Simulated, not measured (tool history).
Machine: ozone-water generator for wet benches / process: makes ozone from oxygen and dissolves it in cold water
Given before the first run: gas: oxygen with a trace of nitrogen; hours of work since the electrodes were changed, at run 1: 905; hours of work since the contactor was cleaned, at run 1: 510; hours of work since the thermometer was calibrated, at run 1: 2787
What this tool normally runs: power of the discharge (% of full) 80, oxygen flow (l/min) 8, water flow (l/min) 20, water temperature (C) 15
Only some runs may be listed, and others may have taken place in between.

run,hour,power of the discharge (% of full),oxygen flow (l/min),water flow (l/min),water temperature (C),hours of work since the electrodes were changed,hours of work since the contactor was cleaned,hours of work since the thermometer was calibrated,dissolved ozone (ppm),ozone in the gas ahead of the water (g/m3)
1,0,80,8,20,15,905,510,2787,32.6,259.9
2,217.2,80,8,20,15,1079,684,2961,32,254.8
3,402.2,80,8,20,15,1227,832,3109,32,256
4,500.8,80,8.42,20,15,1306,911,3188,31.4,244.5
5,657.2,80,8.42,20,15,1432,1037,3313,31.5,244.9
6,865,80,8.42,20,15,1598,1203,3480,30.9,242.3
7,966.9,80,8.42,20,15,1680,1285,3562,30.9,241.9
8,1168.7,52,8,20,15,1842,1447,3723,23.7,188
9,1330.9,52,8,20,15,1972,1577,3853,23.4,190.4
10,1529.9,80,8,20,15,2131,1736,4013,30.3,248.8
11,1671.6,80,8,20,15,2245,1850,4127,30.4,245
12,1776.2,80,8,20,15,2329,1934,4211,30.2,244.7
13,1912.3,59,8,20,15,2438,2043,4320,25.2,203.3
14,2106.2,80,8,20,15,2593,2198,4475,29.5,241
15,2264.5,80,8,20,20,2720,2325,4602,26.9,239.6
16,2361.2,80,8,20,20,2798,2403,4679,27,240
17,2481.3,80,8,20,20,2894,2499,4776,26.8,240.9
18,2629.7,57,5.89,14,20,3013,2618,4895,30.7,234
19,2807,45,8,20,15,3155,2760,5037,20.6,164.5
20,2979.6,78,8,20,15,3294,2899,5175,28.3,231.5
21,3193.2,80,5.29,19,15,3465,3070,5346,31.6,302.7
# hour 3383.8: water thermometer calibrated
22,3411.2,80,5.29,19,15,3639,3244,22,31.1,299
23,3603.4,65,5.18,14,22,3793,3398,176,31.9,266.8
24,3799.7,65,5.18,14,22,3951,3556,333,31.7,265.6
25,3935,65,5.18,14,22,4059,3664,442,31.7,264.3
26,4126.6,65,5.18,14,22,4213,3818,596,31.4,264.7
# hour 4223.1: contactor cleaned
27,4245.2,80,8,13,15,4304,18,687,40.1,224
28,4366.2,80,8,20,13,4402,115,784,29.5,225.8
29,4461.2,63,8,20,22,4478,191,861,21.7,194.6
30,4576.8,80,4.07,17,15,4570,284,953,34.4,336.3
31,4774.8,80,4.07,17,15,4729,442,1112,34.6,332.7
32,4868.9,64,4.58,13,10,4805,518,1187,41.5,275.8

What would each run have given without the hidden state, its run-to-run variation left as it was?
Hidden state present: yield of the discharge, % of new electrodes'; contactor's efficiency, % of a clean one's; true water temperature over the reading, C; drift of the gauge itself on ozone_ppm, %; drift of the gauge itself on gas_g_m3, %.
run,dissolved ozone (ppm),ozone in the gas ahead of the water (g/m3)
1,34.4,269.6
2,34,266.1
3,34.3,268.9
4,33.8,257.7
5,34.1,259.4
6,33.8,258.2
7,33.9,258.6
8,25.7,198.4
9,25.5,201.7
10,34,270.6
11,34.3,267.7
12,34.2,268.3
13,28.1,220.1
14,34,267.2
15,31.2,267.1
16,31.4,268.5
17,31.3,270.4
18,35,257.8
19,23.3,179
20,33.7,263.9
21,38,347.9
22,37.4,346.5
23,37.7,305.6
24,37.8,305.9
25,38,305.7
26,37.9,307.7
27,48,266.9
28,35.4,270.2
29,25.6,228
30,41.7,405.8
31,42.4,404.1
32,49.7,327.8

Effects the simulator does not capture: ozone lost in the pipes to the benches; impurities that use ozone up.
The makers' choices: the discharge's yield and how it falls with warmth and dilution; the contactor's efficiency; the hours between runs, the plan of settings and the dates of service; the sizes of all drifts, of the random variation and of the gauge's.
